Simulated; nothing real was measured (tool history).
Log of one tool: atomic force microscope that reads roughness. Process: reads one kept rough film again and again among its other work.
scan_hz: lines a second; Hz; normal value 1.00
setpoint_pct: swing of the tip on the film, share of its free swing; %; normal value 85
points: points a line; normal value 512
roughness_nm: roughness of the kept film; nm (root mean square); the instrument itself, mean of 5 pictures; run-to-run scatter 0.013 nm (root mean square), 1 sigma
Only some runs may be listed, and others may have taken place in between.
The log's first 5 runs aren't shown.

run,hour,scan_hz,setpoint_pct,points,roughness_nm
6,105.3,1.00,85,512,2.237
# hour 139.5: new tip fitted
7,144.0,1.00,85,512,2.858
8,167.1,1.00,85,512,2.567
9,194.0,1.00,85,512,2.299
10,227.3,1.00,85,512,2.038
# hour 245.4: new tip fitted
11,247.5,1.00,85,512,2.984
12,272.0,1.00,85,512,2.690
13,304.8,1.00,85,334,2.322
14,336.1,1.00,85,334,2.093
# hour 349.1: new tip fitted
15,367.6,1.00,85,512,2.742
16,402.0,1.00,85,512,2.379
17,438.3,1.00,85,891,2.078
# hour 455.0: new tip fitted
18,461.4,1.00,60,546,3.081
19,480.8,0.87,72,500,2.783
20,515.7,3.50,73,263,2.097
21,537.0,2.67,59,263,2.162
# hour 559.4: new tip fitted
22,560.3,2.41,75,263,2.777

Estimate the outcome of run 23 from the log above:
23,588.7,0.63,75,869,?

Run 23 measured roughness_nm 2.741 nm (root mean square).
Had the tool carried no hidden state, the very same run would have given roughness_nm 3.194 nm (root mean square).
